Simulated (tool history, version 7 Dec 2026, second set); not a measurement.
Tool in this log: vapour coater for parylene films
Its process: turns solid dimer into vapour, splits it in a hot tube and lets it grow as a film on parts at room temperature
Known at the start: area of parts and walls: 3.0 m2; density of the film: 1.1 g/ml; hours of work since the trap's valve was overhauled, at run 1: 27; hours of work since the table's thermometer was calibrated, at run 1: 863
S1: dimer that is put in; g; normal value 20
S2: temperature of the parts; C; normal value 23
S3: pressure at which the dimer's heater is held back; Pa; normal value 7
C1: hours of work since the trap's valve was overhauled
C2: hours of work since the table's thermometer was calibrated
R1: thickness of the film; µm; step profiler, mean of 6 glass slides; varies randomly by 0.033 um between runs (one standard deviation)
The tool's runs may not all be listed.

Run 1, hour 0: usual settings; C1 27; C2 863. Result: R1 3.24 µm.
Run 2, hour 24.4: usual settings but S1 16 g; C1 40; C2 876. Result: R1 2.59 µm.
Run 3, hour 69.3: usual settings but S1 16 g; C1 62; C2 898. Result: R1 2.54 µm.
Run 4, hour 98.1: usual settings but S1 16 g; C1 77; C2 913. Result: R1 2.53 µm.
Run 5, hour 139.1: usual settings but S1 16 g; C1 98; C2 934. Result: R1 2.57 µm.
Run 6, hour 176.8: usual settings but S3 6.02 Pa; C1 117; C2 953. Result: R1 3.22 µm.
Run 7, hour 211.1: usual settings but S1 19 g; C1 134; C2 971. Result: R1 3.01 µm.
Run 8, hour 241: usual settings but S1 19 g, S2 33 C; C1 150; C2 986. Result: R1 1.83 µm.
Run 9, hour 273.9: usual settings but S2 16 C; C1 166; C2 1002. Result: R1 4.4 µm.
Run 10, hour 309.2: usual settings but S2 20 C, S3 5.25 Pa; C1 184; C2 1020. Result: R1 3.78 µm.
Run 11, hour 330.8: usual settings but S2 30 C, S3 5.25 Pa; C1 195; C2 1031. Result: R1 2.38 µm.
Run 12, hour 356.3: usual settings but S1 33 g, S2 17 C; C1 208; C2 1044. Result: R1 6.82 µm.
Run 13, hour 384.7: usual settings but S1 33 g, S2 17 C; C1 223; C2 1059. Result: R1 6.97 µm.
Run 14, hour 411.6: usual settings but S1 33 g, S2 17 C; C1 236; C2 1072. Result: R1 6.9 µm.
Run 15, hour 440.9: usual settings but S1 29 g, S2 21 C; C1 251; C2 1087. Result: R1 4.89 µm.
Run 16, hour 484: usual settings but S1 18 g, S2 21 C; C1 273; C2 1109. Result: R1 3.06 µm.
Run 17, hour 516.4: usual settings but S1 16 g, S2 26 C, S3 2.84 Pa; C1 289; C2 1126. Result: R1 2.38 µm.

Each row is a separate what-if for the run after 17, all from the same tool condition, not one after another. Results?
Run A, hour 541.2: usual settings but S1 8 g, S2 29 C, S3 10.19 Pa; C1 302; C2 1138. Result: R1 ?.
Run B, hour 541.2: usual settings but S1 16 g, S2 19 C, S3 2.41 Pa; C1 302; C2 1138. Result: R1 ?.
Run C, hour 541.2: usual settings but S1 23 g, S2 28 C, S3 3.18 Pa; C1 302; C2 1138. Result: R1 ?.
Run D, hour 541.2: usual settings but S1 25 g, S2 26 C; C1 302; C2 1138. Result: R1 ?.

run    R1
  A  0.89
  B   3.3
  C  3.01
  D  3.31
The same runs, with their run-to-run variation unchanged, on a tool lacking any hidden condition would have given:
run    R1
  A  0.95
  B  3.53
  C  3.22
  D  3.54
